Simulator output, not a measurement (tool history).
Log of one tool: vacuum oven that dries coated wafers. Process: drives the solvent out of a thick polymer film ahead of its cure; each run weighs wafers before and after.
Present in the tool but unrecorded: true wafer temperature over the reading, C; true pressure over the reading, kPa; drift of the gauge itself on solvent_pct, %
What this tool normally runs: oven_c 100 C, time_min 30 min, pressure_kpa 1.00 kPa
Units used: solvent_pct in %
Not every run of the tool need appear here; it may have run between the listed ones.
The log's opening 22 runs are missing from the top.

| run | hour | oven_c | time_min | pressure_kpa | hours of work since the thermocouples were calibrated | hours of work since the vacuum gauge was cleaned of residue | solvent_pct |
|---|---|---|---|---|---|---|---|
| 23 | 191.6 | 100 | 30 | 1.00 | 1157 | 277 | 3.78 |
| 24 | 196.8 | 100 | 30 | 1.00 | 1159 | 279 | 3.80 |
| 25 | 205.0 | 86 | 27 | 1.33 | 1162 | 282 | 10.82 |
| 26 | 216.0 | 86 | 27 | 1.33 | 1167 | 287 | 10.89 |
| 27 | 225.9 | 86 | 27 | 1.33 | 1171 | 291 | 10.92 |
| 28 | 236.9 | 93 | 32 | 2.22 | 1175 | 296 | 6.88 |
| 29 | 245.1 | 93 | 30 | 2.31 | 1179 | 299 | 7.15 |
| 30 | 250.9 | 100 | 30 | 2.25 | 1181 | 302 | 4.19 |
| 31 | 256.6 | 100 | 30 | 2.25 | 1184 | 304 | 4.24 |
| 32 | 264.5 | 100 | 30 | 2.25 | 1187 | 307 | 4.26 |
| 33 | 270.0 | 100 | 18 | 0.65 | 1189 | 310 | 7.00 |
| 34 | 281.1 | 100 | 18 | 0.65 | 1194 | 314 | 7.14 |
|  | 287.3 | oven's thermocouples calibrated |
| 35 | 291.8 | 86 | 51 | 1.33 | 2 | 318 | 6.47 |
| 36 | 300.1 | 86 | 51 | 1.33 | 5 | 321 | 6.36 |
| 37 | 306.3 | 100 | 20 | 1.00 | 8 | 324 | 6.39 |
| 38 | 312.0 | 97 | 18 | 1.00 | 10 | 326 | 8.46 |
| 39 | 321.0 | 91 | 30 | 0.95 | 14 | 330 | 7.61 |
| 40 | 327.4 | 100 | 15 | 1.29 | 17 | 333 | 8.57 |
| 41 | 338.8 | 100 | 45 | 1.16 | 22 | 337 | 1.88 |
| 42 | 345.7 | 97 | 37 | 0.98 | 24 | 340 | 3.48 |
| 43 | 351.5 | 105 | 35 | 0.85 | 27 | 343 | 1.51 |
| 44 | 362.0 | 94 | 30 | 0.88 | 31 | 347 | 6.20 |
| 45 | 369.7 | 94 | 30 | 0.88 | 34 | 350 | 6.06 |
| 46 | 377.0 | 103 | 30 | 1.82 | 38 | 353 | 3.10 |

Each row is a separate what-if for the run after 46, all from the same tool condition, not one after another. Results?
| A | 388.8 | 100 | 30 | 1.03 | 42 | 358 | ? |
| B | 388.8 | 106 | 29 | 1.60 | 42 | 358 | ? |
| C | 388.8 | 92 | 30 | 1.82 | 42 | 358 | ? |
| D | 388.8 | 100 | 30 | 0.58 | 42 | 358 | ? |

| run | solvent_pct |
|---|---|
| A | 3.78 |
| B | 2.19 |
| C | 7.50 |
| D | 3.60 |
What these runs would have given with no unlogged condition in the tool:
| run | solvent_pct |
|---|---|
| A | 3.78 |
| B | 2.19 |
| C | 7.49 |
| D | 3.60 |
